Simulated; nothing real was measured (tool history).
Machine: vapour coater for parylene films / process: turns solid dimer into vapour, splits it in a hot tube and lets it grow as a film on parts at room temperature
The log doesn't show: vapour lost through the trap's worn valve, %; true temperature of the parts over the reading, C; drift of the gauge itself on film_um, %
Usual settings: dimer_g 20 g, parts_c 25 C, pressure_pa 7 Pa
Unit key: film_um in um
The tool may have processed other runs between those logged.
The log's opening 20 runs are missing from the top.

| run | hour | dimer_g | parts_c | pressure_pa | hours of work since the trap's valve was overhauled | hours of work since the table's thermometer was calibrated | film_um |
|---|---|---|---|---|---|---|---|
| 21 | 242.7 | 20 | 25 | 3.53 | 23 | 288 | 7.35 |
| 22 | 254.3 | 20 | 25 | 6.42 | 29 | 294 | 6.45 |
| 23 | 263.2 | 20 | 25 | 6.42 | 34 | 299 | 6.48 |
| 24 | 272.8 | 18 | 19 | 3.83 | 39 | 304 | 7.67 |
| 25 | 283.2 | 18 | 19 | 3.83 | 45 | 310 | 7.58 |
| 26 | 292.6 | 27 | 25 | 7 | 50 | 315 | 8.49 |
| 27 | 304.7 | 23 | 25 | 9.69 | 56 | 322 | 6.93 |
| 28 | 313.4 | 23 | 25 | 9.69 | 61 | 326 | 6.91 |
| 29 | 328.9 | 23 | 25 | 9.69 | 69 | 335 | 6.82 |

Predict the results of run 30:
| 30 | 339.5 | 11 | 17 | 3.47 | 75 | 340 | ? |

For run 30 the tool returned film_um 4.86 um.
Without the tool's hidden state the same run would have given film_um 4.87 um.
